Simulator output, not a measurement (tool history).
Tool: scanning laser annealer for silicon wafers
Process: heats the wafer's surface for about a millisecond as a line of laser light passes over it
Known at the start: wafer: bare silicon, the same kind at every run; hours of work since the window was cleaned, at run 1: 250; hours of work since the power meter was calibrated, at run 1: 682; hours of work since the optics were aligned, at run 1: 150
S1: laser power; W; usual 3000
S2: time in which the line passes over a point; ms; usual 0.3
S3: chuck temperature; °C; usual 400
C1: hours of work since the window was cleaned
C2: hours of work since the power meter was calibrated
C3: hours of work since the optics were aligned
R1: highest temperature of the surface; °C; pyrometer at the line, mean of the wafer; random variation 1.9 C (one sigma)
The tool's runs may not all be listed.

run,hour,S1,S2,S3,C1,C2,C3,R1
1,0,3000,0.3,400,250,682,150,1148
2,32,3000,0.3,400,270,701,169,1147
3,48.8,3000,0.377,400,280,712,179,1233
4,78.8,3000,0.377,400,298,729,197,1230
# hour 89.1: window over the wafer cleaned
5,109.5,3000,0.377,431,12,747,215,1297
6,132.3,3000,0.377,431,26,760,228,1298
7,167.5,3119,0.3,400,47,781,249,1213
8,194.1,3000,0.301,400,63,797,265,1174
9,209.3,3000,0.301,400,72,807,274,1173
10,235,3088,0.3,400,87,822,290,1196
11,266.9,3000,0.3,400,107,841,309,1167
12,291.3,3000,0.3,400,121,856,323,1163
13,308.9,3000,0.3,400,132,866,334,1165
14,336.2,3000,0.3,400,148,883,350,1161
15,356.9,2983,0.36,381,161,895,363,1204
16,384.5,3219,0.3,405,177,911,379,1228
17,417,2763,0.353,440,197,931,399,1174
18,443.8,2763,0.353,440,213,947,415,1177
19,479.8,2763,0.353,440,234,969,436,1172
20,495.3,2710,0.374,360,243,978,446,1095

The next listed run, before its measurement:
21,518.9,2710,0.374,360,258,992,460,?

{"run 21": {"R1": 1094}}
Without the tool's hidden state the same run would have given R1 1132 °C.

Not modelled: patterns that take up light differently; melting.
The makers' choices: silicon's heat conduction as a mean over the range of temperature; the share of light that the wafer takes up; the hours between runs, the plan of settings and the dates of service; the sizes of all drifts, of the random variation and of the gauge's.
